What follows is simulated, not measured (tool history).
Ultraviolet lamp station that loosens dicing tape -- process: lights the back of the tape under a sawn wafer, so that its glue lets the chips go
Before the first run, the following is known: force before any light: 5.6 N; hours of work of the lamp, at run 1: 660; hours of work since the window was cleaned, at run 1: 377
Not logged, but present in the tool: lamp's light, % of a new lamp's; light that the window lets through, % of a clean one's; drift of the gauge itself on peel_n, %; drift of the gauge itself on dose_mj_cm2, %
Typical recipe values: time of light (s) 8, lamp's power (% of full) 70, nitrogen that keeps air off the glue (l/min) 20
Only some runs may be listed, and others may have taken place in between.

| run | hour | time of light (s) | lamp's power (% of full) | nitrogen that keeps air off the glue (l/min) | hours of work of the lamp | hours of work since the window was cleaned | force that peels the tape off (N) | light that reached the tape (mJ/cm2) |
|---|---|---|---|---|---|---|---|---|
| 1 | 0 | 8 | 70 | 20 | 660 | 377 | 1.401 | 265 |
| 2 | 32.8 | 8 | 70 | 20 | 680 | 397 | 1.393 | 261 |
| 3 | 54.4 | 8 | 74 | 20 | 693 | 410 | 1.345 | 273 |
| 4 | 75.2 | 8 | 70 | 20 | 706 | 423 | 1.433 | 256 |
| 5 | 97.6 | 8 | 70 | 20 | 720 | 437 | 1.454 | 256 |
| 6 | 128.4 | 8 | 70 | 20 | 739 | 456 | 1.429 | 257 |
| 7 | 160.3 | 8 | 70 | 20 | 759 | 476 | 1.465 | 252 |
| 8 | 187.4 | 8 | 70 | 20 | 775 | 492 | 1.518 | 251 |
| 9 | 207.6 | 9 | 87 | 20 | 788 | 505 | 0.967 | 342 |
| 10 | 224.8 | 4 | 77 | 20 | 798 | 515 | 2.68 | 134 |
| 11 | 263.2 | 14 | 65 | 38 | 822 | 539 | 0.526 | 395 |
| 12 | 295.5 | 6 | 74 | 9 | 842 | 559 | 2.677 | 187 |
| 13 | 336.1 | 12 | 97 | 18 | 867 | 584 | 0.578 | 489 |
| 14 | 363.3 | 13 | 94 | 18 | 884 | 601 | 0.52 | 506 |
| 15 | 389 | 9 | 92 | 29 | 900 | 617 | 0.746 | 344 |
| 16 | 411.1 | 8 | 83 | 29 | 913 | 631 | 1.12 | 271 |

What if the next run were any one of these 4? Each begins from the tool's condition after run 16:
| A | 430.1 | 12 | 80 | 29 | 925 | 642 | ? | ? |
| B | 430.1 | 6 | 83 | 13 | 925 | 642 | ? | ? |
| C | 430.1 | 12 | 83 | 6 | 925 | 642 | ? | ? |
| D | 430.1 | 8 | 74 | 20 | 925 | 642 | ? | ? |

| run | force that peels the tape off (N) | light that reached the tape (mJ/cm2) |
|---|---|---|
| A | 0.642 | 390 |
| B | 2.285 | 206 |
| C | 1.503 | 404 |
| D | 1.558 | 244 |
Stripped of hidden state, with their random variation kept, the same runs would have yielded:
| run | force that peels the tape off (N) | light that reached the tape (mJ/cm2) |
|---|---|---|
| A | 0.34 | 586 |
| B | 1.468 | 308 |
| C | 0.84 | 609 |
| D | 0.882 | 366 |

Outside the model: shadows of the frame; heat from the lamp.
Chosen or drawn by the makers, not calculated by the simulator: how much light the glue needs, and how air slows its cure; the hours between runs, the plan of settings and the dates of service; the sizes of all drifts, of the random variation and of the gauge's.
